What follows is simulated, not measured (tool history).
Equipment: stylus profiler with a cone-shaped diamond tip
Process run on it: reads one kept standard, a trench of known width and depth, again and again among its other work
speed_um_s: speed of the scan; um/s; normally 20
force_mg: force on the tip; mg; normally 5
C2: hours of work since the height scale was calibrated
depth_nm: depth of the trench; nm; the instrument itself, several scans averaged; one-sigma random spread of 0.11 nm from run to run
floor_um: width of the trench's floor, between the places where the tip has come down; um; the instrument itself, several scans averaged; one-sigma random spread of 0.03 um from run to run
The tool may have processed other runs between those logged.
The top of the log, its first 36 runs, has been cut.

run 37 day=57.425 | speed_um_s=10 force_mg=5.26 | scans_with_this_tip=9729 C2=129 | depth_nm=203.92 floor_um=97.53
run 38 day=58.621 | speed_um_s=10 force_mg=5.26 | scans_with_this_tip=9823 C2=144 | depth_nm=203.73 floor_um=97.46
-- day=58.896 height scale calibrated on a step standard, once more
run 39 day=60.346 | speed_um_s=47 force_mg=4.83 | scans_with_this_tip=9958 C2=19 | depth_nm=202.67 floor_um=97.45
run 40 day=61.429 | speed_um_s=76 force_mg=3.56 | scans_with_this_tip=10044 C2=33 | depth_nm=202.34 floor_um=97.3
run 41 day=63.542 | speed_um_s=10 force_mg=3.71 | scans_with_this_tip=10210 C2=60 | depth_nm=202.33 floor_um=97.5
run 42 day=65.408 | speed_um_s=10 force_mg=3.71 | scans_with_this_tip=10358 C2=84 | depth_nm=202.19 floor_um=97.46
run 43 day=67.479 | speed_um_s=57 force_mg=8.32 | scans_with_this_tip=10521 C2=110 | depth_nm=203.93 floor_um=97.41
run 44 day=69.179 | speed_um_s=31 force_mg=10.88 | scans_with_this_tip=10655 C2=132 | depth_nm=204.54 floor_um=97.45
run 45 day=71.133 | speed_um_s=6 force_mg=9.67 | scans_with_this_tip=10809 C2=157 | depth_nm=204.25 floor_um=97.47
run 46 day=72.967 | speed_um_s=6 force_mg=9.67 | scans_with_this_tip=10954 C2=181 | depth_nm=204.27 floor_um=97.45
run 47 day=74.988 | speed_um_s=30 force_mg=4.09 | scans_with_this_tip=11114 C2=206 | depth_nm=202.47 floor_um=97.37

Here are 3 independent what-if runs from the current tool condition. What would each one return?
run A day=76.725 | speed_um_s=30 force_mg=4.29 | scans_with_this_tip=11251 C2=229 | depth_nm=? floor_um=?
run B day=76.725 | speed_um_s=41 force_mg=3.19 | scans_with_this_tip=11251 C2=229 | depth_nm=? floor_um=?
run C day=76.725 | speed_um_s=19 force_mg=9.11 | scans_with_this_tip=11251 C2=229 | depth_nm=? floor_um=?

run=A depth_nm=202.44 floor_um=97.37
run=B depth_nm=202.09 floor_um=97.33
run=C depth_nm=203.79 floor_um=97.45
The same runs, with their run-to-run variation unchanged, on a tool lacking any hidden condition would have given:
run=A depth_nm=202.18 floor_um=98.16
run=B depth_nm=201.83 floor_um=98.12
run=C depth_nm=203.52 floor_um=98.24

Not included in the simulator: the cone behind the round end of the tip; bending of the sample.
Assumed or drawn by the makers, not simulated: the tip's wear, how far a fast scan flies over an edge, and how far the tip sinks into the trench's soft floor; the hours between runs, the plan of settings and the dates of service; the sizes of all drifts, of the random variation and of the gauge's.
